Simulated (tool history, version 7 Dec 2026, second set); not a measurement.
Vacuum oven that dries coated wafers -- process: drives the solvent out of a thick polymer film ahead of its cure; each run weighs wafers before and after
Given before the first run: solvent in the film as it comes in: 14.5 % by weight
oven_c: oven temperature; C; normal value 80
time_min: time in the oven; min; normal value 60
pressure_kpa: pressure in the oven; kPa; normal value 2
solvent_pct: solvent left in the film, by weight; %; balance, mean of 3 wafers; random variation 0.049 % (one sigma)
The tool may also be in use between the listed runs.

Run 1, hour 0: usual settings. Result: solvent_pct 2.76 %.
Run 2, hour 16.7: usual settings. Result: solvent_pct 2.83 %.
Run 3, hour 31.6: usual settings. Result: solvent_pct 2.77 %.
Run 4, hour 50.8: usual settings. Result: solvent_pct 2.78 %.
Run 5, hour 65.7: usual settings. Result: solvent_pct 2.7 %.
Run 6, hour 87: usual settings. Result: solvent_pct 2.69 %.
Run 7, hour 109.9: usual settings. Result: solvent_pct 2.83 %.
Run 8, hour 121.3: usual settings but oven_c 71 C. Result: solvent_pct 4.67 %.
Run 9, hour 132.4: usual settings but oven_c 71 C. Result: solvent_pct 4.79 %.
Run 10, hour 144.5: usual settings. Result: solvent_pct 2.89 %.
At hour 147.9: vacuum gauge cleaned of residue and calibrated.
Run 11, hour 163.8: usual settings. Result: solvent_pct 2.93 %.
Run 12, hour 174.7: usual settings. Result: solvent_pct 2.86 %.
Run 13, hour 191.6: usual settings. Result: solvent_pct 2.9 %.
Run 14, hour 214: usual settings. Result: solvent_pct 2.88 %.
At hour 227.2: vacuum gauge cleaned of residue and calibrated, once more.
Run 15, hour 227.4: usual settings. Result: solvent_pct 2.76 %.
Run 16, hour 244.2: usual settings but oven_c 70 C, time_min 88 min, pressure_kpa 5.76 kPa. Result: solvent_pct 6.86 %.
Run 17, hour 256: usual settings but oven_c 71 C. Result: solvent_pct 4.49 %.
Run 18, hour 268.8: usual settings but oven_c 93 C, time_min 34 min, pressure_kpa 1.39 kPa. Result: solvent_pct 2.02 %.
Run 19, hour 288.9: usual settings but oven_c 65 C, time_min 50 min, pressure_kpa 3.02 kPa. Result: solvent_pct 7.44 %.
Run 20, hour 302.4: usual settings but oven_c 75 C, time_min 39 min, pressure_kpa 1.19 kPa. Result: solvent_pct 4.79 %.
Run 21, hour 320: usual settings but oven_c 85 C, time_min 47 min, pressure_kpa 1.58 kPa. Result: solvent_pct 2.41 %.
Run 22, hour 338.5: usual settings but time_min 42 min, pressure_kpa 6.11 kPa. Result: solvent_pct 6.25 %.
Run 23, hour 356.8: usual settings but time_min 39 min. Result: solvent_pct 4.12 %.
Run 24, hour 373: usual settings but time_min 39 min. Result: solvent_pct 4.12 %.
Run 25, hour 390.2: usual settings but oven_c 79 C, time_min 80 min. Result: solvent_pct 2.13 %.
Run 26, hour 401.9: usual settings but oven_c 79 C, time_min 45 min. Result: solvent_pct 3.93 %.
Run 27, hour 414.3: usual settings but oven_c 79 C, time_min 45 min. Result: solvent_pct 3.93 %.

Consider 4 possible next runs. They are alternatives, not a sequence: every one starts from the tool as it was left by run 27. What does each give?
Run A, hour 433.4: usual settings but oven_c 86 C, time_min 69 min, pressure_kpa 4.13 kPa. Result: solvent_pct ?.
Run B, hour 433.4: usual settings but time_min 53 min, pressure_kpa 3.39 kPa. Result: solvent_pct ?.
Run C, hour 433.4: usual settings but pressure_kpa 1.42 kPa. Result: solvent_pct ?.
Run D, hour 433.4: usual settings but oven_c 92 C. Result: solvent_pct ?.

run  solvent_pct
  A          2.7
  B         3.96
  C         2.47
  D         1.27
Had the tool no hidden state, the same runs would have come out as:
run  solvent_pct
  A         2.59
  B          3.8
  C         2.34
  D          1.2
